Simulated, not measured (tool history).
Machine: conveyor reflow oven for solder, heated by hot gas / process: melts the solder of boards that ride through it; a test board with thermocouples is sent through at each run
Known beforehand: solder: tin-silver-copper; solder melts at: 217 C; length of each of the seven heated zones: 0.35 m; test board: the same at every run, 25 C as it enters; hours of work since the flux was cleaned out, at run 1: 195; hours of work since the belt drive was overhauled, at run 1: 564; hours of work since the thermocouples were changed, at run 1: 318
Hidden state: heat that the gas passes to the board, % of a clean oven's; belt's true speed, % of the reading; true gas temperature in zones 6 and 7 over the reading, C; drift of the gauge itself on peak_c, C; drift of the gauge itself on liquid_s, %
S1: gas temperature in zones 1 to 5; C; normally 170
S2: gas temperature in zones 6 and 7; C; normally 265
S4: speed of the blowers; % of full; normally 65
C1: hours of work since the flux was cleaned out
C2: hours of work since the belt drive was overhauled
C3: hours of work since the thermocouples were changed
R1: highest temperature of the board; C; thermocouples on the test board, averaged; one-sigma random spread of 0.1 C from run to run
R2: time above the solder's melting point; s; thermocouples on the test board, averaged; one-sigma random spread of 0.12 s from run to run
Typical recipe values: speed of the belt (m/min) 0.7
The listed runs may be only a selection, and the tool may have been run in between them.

Run 1, hour 0: usual settings; C1 195; C2 564; C3 318. Result: R1 251.5 C, R2 44.4 s.
Run 2, hour 20.1: usual settings; C1 210; C2 579; C3 333. Result: R1 251.6 C, R2 44.6 s.
Run 3, hour 32.3: usual settings; C1 219; C2 588; C3 342. Result: R1 251.5 C, R2 44.7 s.
Run 4, hour 45.6: usual settings; C1 229; C2 597; C3 351. Result: R1 251.7 C, R2 44.5 s.
Run 5, hour 69.1: usual settings; C1 246; C2 615; C3 369. Result: R1 251.6 C, R2 44.3 s.
At hour 81.5: flux residue cleaned out of gas plates and filters.
Run 6, hour 94.6: usual settings; C1 10; C2 630; C3 384. Result: R1 251.4 C, R2 44.2 s.
Run 7, hour 119: usual settings; C1 28; C2 648; C3 402. Result: R1 251.2 C, R2 44.2 s.
Run 8, hour 137.4: usual settings; C1 41; C2 661; C3 415. Result: R1 251.2 C, R2 43.9 s.
Run 9, hour 159.3: usual settings; C1 57; C2 678; C3 432. Result: R1 251.1 C, R2 44.1 s.
Run 10, hour 173.3: usual settings; C1 68; C2 688; C3 442. Result: R1 251.1 C, R2 44.2 s.
Run 11, hour 187.6: usual settings; C1 78; C2 698; C3 452. Result: R1 251.2 C, R2 44.3 s.
Run 12, hour 199.6: usual settings; C1 87; C2 707; C3 461. Result: R1 251.2 C, R2 44.2 s.
Run 13, hour 212.8: usual settings; C1 97; C2 717; C3 471. Result: R1 251.2 C, R2 44.1 s.
At hour 228.7: flux residue cleaned out of gas plates and filters, once more.
Run 14, hour 237.6: usual settings; C1 7; C2 732; C3 486. Result: R1 252.8 C, R2 45.7 s.
Run 15, hour 256.5: usual settings; C1 21; C2 746; C3 500. Result: R1 253 C, R2 45.6 s.
Run 16, hour 266.7: usual settings but S1 177 C, S2 267 C, speed of the belt (m/min) 0.598, S4 84 % of full; C1 28; C2 753; C3 507. Result: R1 262.3 C, R2 62.3 s.
Run 17, hour 278.4: usual settings but S4 87 % of full; C1 37; C2 762; C3 516. Result: R1 257 C, R2 48.7 s.
Run 18, hour 290.9: usual settings but speed of the belt (m/min) 0.689, S4 82 % of full; C1 46; C2 771; C3 525. Result: R1 256.5 C, R2 49 s.
Run 19, hour 307.2: usual settings but S4 61 % of full; C1 58; C2 783; C3 537. Result: R1 251.9 C, R2 44.7 s.
Run 20, hour 322.2: usual settings but S1 166 C, S2 272 C, speed of the belt (m/min) 0.83, S4 62 % of full; C1 69; C2 794; C3 548. Result: R1 251.5 C, R2 35.8 s.
Run 21, hour 338.4: usual settings but S1 181 C, S4 66 % of full; C1 81; C2 806; C3 560. Result: R1 254.7 C, R2 49.9 s.
Run 22, hour 358.7: usual settings but S1 179 C, S2 264 C, S4 66 % of full; C1 96; C2 821; C3 575. Result: R1 253.6 C, R2 48.8 s.
Run 23, hour 377: usual settings but S1 179 C, S2 280 C, speed of the belt (m/min) 0.579, S4 66 % of full; C1 109; C2 834; C3 589. Result: R1 272.9 C, R2 68.5 s.
Run 24, hour 401.3: usual settings but S1 179 C, S2 280 C, speed of the belt (m/min) 0.579, S4 66 % of full; C1 127; C2 852; C3 606. Result: R1 273 C, R2 69.1 s.
Run 25, hour 423.9: usual settings but speed of the belt (m/min) 0.837, S4 69 % of full; C1 144; C2 869; C3 623. Result: R1 247.9 C, R2 34.5 s.
Run 26, hour 448.6: usual settings but S2 279 C, speed of the belt (m/min) 0.837, S4 69 % of full; C1 162; C2 887; C3 641. Result: R1 259.9 C, R2 40.3 s.
Run 27, hour 465.7: usual settings but S1 156 C, S2 270 C, speed of the belt (m/min) 0.837, S4 73 % of full; C1 175; C2 900; C3 654. Result: R1 250.4 C, R2 33.4 s.
Run 28, hour 481.3: usual settings but speed of the belt (m/min) 0.654, S4 82 % of full; C1 186; C2 911; C3 665. Result: R1 257.7 C, R2 52.4 s.
Run 29, hour 492.4: usual settings but speed of the belt (m/min) 0.654, S4 82 % of full; C1 194; C2 920; C3 674. Result: R1 257.7 C, R2 52.6 s.
Run 30, hour 512.3: usual settings but S1 166 C, S2 267 C, speed of the belt (m/min) 0.575, S4 76 % of full; C1 209; C2 934; C3 688. Result: R1 261.3 C, R2 61.2 s.

Across each entry between runs, compare the hidden state at the last listed run before it with the hidden state at the first listed run after it:
Run 5 -> run 6: flux residue cleaned out of gas plates and filters (hour 81.5)
  heat that the gas passes to the board, % of a clean oven's: 94.7 -> 92.9; belt's true speed, % of the reading: 98.32 -> 98.28; true gas temperature in zones 6 and 7 over the reading, C: 1.82 -> 1.85
  measured result minus the result with no hidden state, R1: +1 -> +0.7 C; R2: +1.1 -> +0.9 s
Run 13 -> run 14: flux residue cleaned out of gas plates and filters, once more (hour 228.7)
  heat that the gas passes to the board, % of a clean oven's: 91.3 -> 99.5; belt's true speed, % of the reading: 98.05 -> 98.01; true gas temperature in zones 6 and 7 over the reading, C: 2.04 -> 2.08
  measured result minus the result with no hidden state, R1: +0.6 -> +2.4 C; R2: +0.9 -> +2.3 s
